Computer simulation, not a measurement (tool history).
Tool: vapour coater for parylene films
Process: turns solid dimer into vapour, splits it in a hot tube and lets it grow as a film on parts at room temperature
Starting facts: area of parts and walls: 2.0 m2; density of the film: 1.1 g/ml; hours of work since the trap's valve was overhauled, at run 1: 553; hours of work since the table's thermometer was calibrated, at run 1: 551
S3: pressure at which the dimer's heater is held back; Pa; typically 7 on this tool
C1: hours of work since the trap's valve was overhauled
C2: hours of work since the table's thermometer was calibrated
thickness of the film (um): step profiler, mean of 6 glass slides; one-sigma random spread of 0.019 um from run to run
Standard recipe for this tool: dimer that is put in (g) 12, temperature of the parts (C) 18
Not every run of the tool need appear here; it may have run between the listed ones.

run 1 hour=0 | dimer_that_is_put_in_(g)=12 temperature_of_the_parts_(C)=18 S3=7 | C1=553 C2=551 | thickness_of_the_film_(um)=3.24
run 2 hour=15.1 | dimer_that_is_put_in_(g)=12 temperature_of_the_parts_(C)=18 S3=7 | C1=564 C2=561 | thickness_of_the_film_(um)=3.27
run 3 hour=26.4 | dimer_that_is_put_in_(g)=12 temperature_of_the_parts_(C)=18 S3=6.5 | C1=571 C2=569 | thickness_of_the_film_(um)=3.25
run 4 hour=39.7 | dimer_that_is_put_in_(g)=12 temperature_of_the_parts_(C)=18 S3=6.5 | C1=580 C2=578 | thickness_of_the_film_(um)=3.28
-- hour=42.1 table's thermometer calibrated
run 5 hour=56 | dimer_that_is_put_in_(g)=12 temperature_of_the_parts_(C)=18 S3=6.5 | C1=591 C2=9 | thickness_of_the_film_(um)=3.27
run 6 hour=66.7 | dimer_that_is_put_in_(g)=12 temperature_of_the_parts_(C)=18 S3=7 | C1=598 C2=17 | thickness_of_the_film_(um)=3.22
run 7 hour=78.1 | dimer_that_is_put_in_(g)=12 temperature_of_the_parts_(C)=30 S3=7 | C1=606 C2=25 | thickness_of_the_film_(um)=2.04
run 8 hour=98.1 | dimer_that_is_put_in_(g)=12 temperature_of_the_parts_(C)=30 S3=7 | C1=620 C2=38 | thickness_of_the_film_(um)=2.06
run 9 hour=114.9 | dimer_that_is_put_in_(g)=12 temperature_of_the_parts_(C)=14 S3=4.27 | C1=631 C2=50 | thickness_of_the_film_(um)=4.03
run 10 hour=124.9 | dimer_that_is_put_in_(g)=6 temperature_of_the_parts_(C)=18 S3=4.48 | C1=638 C2=57 | thickness_of_the_film_(um)=1.7
-- hour=128.2 table's thermometer calibrated, once more
run 11 hour=135.8 | dimer_that_is_put_in_(g)=12 temperature_of_the_parts_(C)=18 S3=2.38 | C1=645 C2=5 | thickness_of_the_film_(um)=3.73
run 12 hour=153.2 | dimer_that_is_put_in_(g)=12 temperature_of_the_parts_(C)=18 S3=2.38 | C1=657 C2=17 | thickness_of_the_film_(um)=3.65

5 options for the next run, each taken on its own from the tool as it stands now. Forecast them:
-- hour=158.2 trap's valve overhauled
run A hour=170 | dimer_that_is_put_in_(g)=12 temperature_of_the_parts_(C)=18 S3=4.04 | C1=8 C2=26 | thickness_of_the_film_(um)=?
-- hour=158.2 trap's valve overhauled
run B hour=170 | dimer_that_is_put_in_(g)=12 temperature_of_the_parts_(C)=14 S3=8.69 | C1=8 C2=26 | thickness_of_the_film_(um)=?
-- hour=158.2 trap's valve overhauled
run C hour=170 | dimer_that_is_put_in_(g)=12 temperature_of_the_parts_(C)=18 S3=5.03 | C1=8 C2=26 | thickness_of_the_film_(um)=?
-- hour=158.2 trap's valve overhauled
run D hour=170 | dimer_that_is_put_in_(g)=9 temperature_of_the_parts_(C)=18 S3=2.75 | C1=8 C2=26 | thickness_of_the_film_(um)=?
-- hour=158.2 trap's valve overhauled
run E hour=170 | dimer_that_is_put_in_(g)=12 temperature_of_the_parts_(C)=22 S3=7 | C1=8 C2=26 | thickness_of_the_film_(um)=?

run=A thickness_of_the_film_(um)=3.82
run=B thickness_of_the_film_(um)=3.98
run=C thickness_of_the_film_(um)=3.71
run=D thickness_of_the_film_(um)=2.99
run=E thickness_of_the_film_(um)=3.04
Stripped of hidden state, with their random variation kept, the same runs would have yielded:
run=A thickness_of_the_film_(um)=3.84
run=B thickness_of_the_film_(um)=3.99
run=C thickness_of_the_film_(um)=3.72
run=D thickness_of_the_film_(um)=3
run=E thickness_of_the_film_(um)=3.05

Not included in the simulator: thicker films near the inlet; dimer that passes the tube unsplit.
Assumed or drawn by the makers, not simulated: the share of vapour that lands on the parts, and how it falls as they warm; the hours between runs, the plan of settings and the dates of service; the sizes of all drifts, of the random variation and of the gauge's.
